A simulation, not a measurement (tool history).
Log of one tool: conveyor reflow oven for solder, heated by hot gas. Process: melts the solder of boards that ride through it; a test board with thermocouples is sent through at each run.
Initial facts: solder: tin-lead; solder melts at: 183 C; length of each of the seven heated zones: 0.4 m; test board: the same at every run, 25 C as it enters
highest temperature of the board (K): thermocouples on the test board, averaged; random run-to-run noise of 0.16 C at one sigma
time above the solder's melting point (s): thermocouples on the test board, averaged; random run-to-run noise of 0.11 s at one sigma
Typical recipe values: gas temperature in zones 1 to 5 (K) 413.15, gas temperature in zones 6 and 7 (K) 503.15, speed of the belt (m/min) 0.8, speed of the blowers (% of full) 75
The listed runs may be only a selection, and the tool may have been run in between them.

run	day	gas temperature in zones 1 to 5 (K)	gas temperature in zones 6 and 7 (K)	speed of the belt (m/min)	speed of the blowers (% of full)	highest temperature of the board (K)	time above the solder's melting point (s)
1	0	413.15	503.15	0.8	75	489.35	45.3
2	0.338	413.15	503.15	0.8	75	489.25	45.5
3	0.583	413.15	503.15	0.8	75	489.15	45.6
4	0.9	413.15	503.15	0.8	75	489.05	45.6
5	1.171	413.15	503.15	0.8	85	491.25	46.7
6	1.438	404.15	503.15	0.8	75	487.75	42.3
7	1.608	413.15	503.15	0.8	75	488.85	45.4
8	1.833	413.15	503.15	0.8	75	489.25	45.5
9	2.004	413.15	503.15	0.8	75	489.35	45.3
10	2.346	413.15	503.15	0.8	75	489.15	45.4
11	2.525	413.15	503.15	0.8	75	488.95	45.4
12	2.8	413.15	503.15	0.8	75	489.05	45.4
13	2.992	420.15	503.15	0.686	75	494.05	59.4
14	3.179	420.15	503.15	0.68	53	489.45	56.1
15	3.458	420.15	503.15	0.898	53	481.05	35.3
16	3.783	423.15	503.15	0.898	53	481.65	36.6
17	4.162	423.15	503.15	0.898	53	481.65	37
18	4.483	423.15	503.15	0.898	53	481.35	36.8
19	4.696	423.15	503.15	0.898	53	481.55	36.9
20	4.862	423.15	503.15	0.898	53	481.65	36.8
21	5.171	420.15	492.15	0.929	89	479.25	34.6
22	5.517	420.15	492.15	0.929	89	479.15	34.9

Forecast each of these 5 alternatives for the next run:
A	5.775	413.15	499.15	0.943	59	?	?
B	5.775	413.15	511.15	0.8	73	?	?
C	5.775	413.15	503.15	0.901	52	?	?
D	5.775	420.15	491.15	0.897	89	?	?
E	5.775	420.15	511.15	0.647	53	?	?

run	highest temperature of the board (K)	time above the solder's melting point (s)
A	475.95	28
B	495.55	48.9
C	478.45	31.1
D	478.95	36.4
E	497.55	64.7
The same runs, with their run-to-run variation unchanged, on a tool lacking any hidden condition would have given:
run	highest temperature of the board (K)	time above the solder's melting point (s)
A	476.75	28.6
B	496.45	49.1
C	479.25	31.6
D	479.85	36.9
E	498.25	64.6

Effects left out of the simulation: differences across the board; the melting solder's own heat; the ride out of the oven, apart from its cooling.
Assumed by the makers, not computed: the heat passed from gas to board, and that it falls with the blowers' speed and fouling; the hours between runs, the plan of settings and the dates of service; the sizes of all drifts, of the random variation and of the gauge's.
